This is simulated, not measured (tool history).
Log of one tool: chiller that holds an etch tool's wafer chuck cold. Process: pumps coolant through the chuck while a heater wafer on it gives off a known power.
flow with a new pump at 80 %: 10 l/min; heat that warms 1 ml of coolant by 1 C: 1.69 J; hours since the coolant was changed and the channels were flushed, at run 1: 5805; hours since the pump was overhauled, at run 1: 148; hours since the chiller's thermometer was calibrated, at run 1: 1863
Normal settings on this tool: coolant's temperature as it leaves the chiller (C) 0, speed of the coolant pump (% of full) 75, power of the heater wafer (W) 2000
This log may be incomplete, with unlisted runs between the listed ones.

run	hour	coolant's temperature as it leaves the chiller (C)	speed of the coolant pump (% of full)	power of the heater wafer (W)	hours since the coolant was changed and the channels were flushed	hours since the pump was overhauled	hours since the chiller's thermometer was calibrated	chuck's temperature once it has settled (C)	how much warmer the coolant comes back (C)
1	0.0	0	75	2000	5805	148	1863	30.0	7.66
2	93.8	0	75	2000	5899	242	1956	30.3	7.68
3	212.2	-5	75	2000	6017	360	2075	25.3	7.77
4	270.6	-5	75	2000	6076	419	2133	25.5	7.74
5	340.6	0	75	2000	6146	489	2203	30.3	7.76
6	445.3	0	75	2000	6251	594	2308	30.5	7.75
# hour 496.1: coolant changed, channels flushed
7	572.9	-6	75	2000	77	715	2429	21.0	7.71
8	624.6	0	75	2000	128	767	2481	26.9	7.78
9	713.9	0	75	2000	218	856	2570	27.0	7.79
10	836.9	0	75	2000	341	979	2693	27.2	7.83
11	961.6	0	75	2000	465	1104	2818	27.0	7.81
12	1017.6	0	75	2000	522	1160	2874	27.1	7.87
# hour 1030.4: chiller's thermometer calibrated
13	1107.8	0	75	2000	611	1249	77	27.2	7.82
14	1219.0	0	75	2000	722	1360	189	27.1	7.91
15	1326.8	0	75	2000	830	1468	296	27.3	7.95
16	1417.3	0	75	2000	920	1559	387	27.4	7.92
# hour 1458.8: chiller's thermometer calibrated, once more
17	1511.8	0	75	2000	1014	1652	53	27.9	7.93
18	1628.4	7	93	1742	1130	1769	170	27.4	5.42
19	1703.2	-9	89	1195	1205	1844	244	5.3	3.87
20	1790.7	-10	89	2511	1293	1931	332	20.7	8.25
21	1859.5	0	62	2952	1361	2000	401	48.9	14.43
22	1971.1	0	86	2546	1473	2111	512	31.9	8.77
23	2050.9	0	61	2000	1553	2191	592	33.7	10.05
24	2150.3	0	88	2000	1652	2291	691	24.9	6.71
25	2241.2	-5	75	2067	1743	2382	782	24.4	8.26
26	2339.4	2	75	2456	1841	2480	881	37.3	9.92
27	2428.4	-4	81	2000	1930	2569	970	22.9	7.37
28	2539.9	7	81	1630	2042	2680	1081	28.8	6.00
29	2645.9	-2	68	1994	2148	2786	1187	29.3	8.94
30	2706.2	6	86	1528	2208	2847	1247	25.6	5.31
31	2819.7	-4	79	1528	2322	2960	1361	17.4	5.86
32	2919.6	0	80	1501	2421	3060	1461	20.6	5.68
33	3024.0	0	80	1501	2526	3164	1565	20.8	5.67

Here are 3 independent what-if runs from the current tool condition. What would each one return?
A	3149.3	0	75	2864	2651	3290	1690	?	?
B	3149.3	0	70	1501	2651	3290	1690	?	?
C	3149.3	0	86	2000	2651	3290	1690	?	?

run	chuck's temperature once it has settled (C)	how much warmer the coolant comes back (C)
A	42.3	11.68
B	23.4	6.55
C	26.0	7.01
Had the tool no hidden state, the same runs would have come out as:
run	chuck's temperature once it has settled (C)	how much warmer the coolant comes back (C)
A	37.8	10.91
B	21.0	6.11
C	23.2	6.55
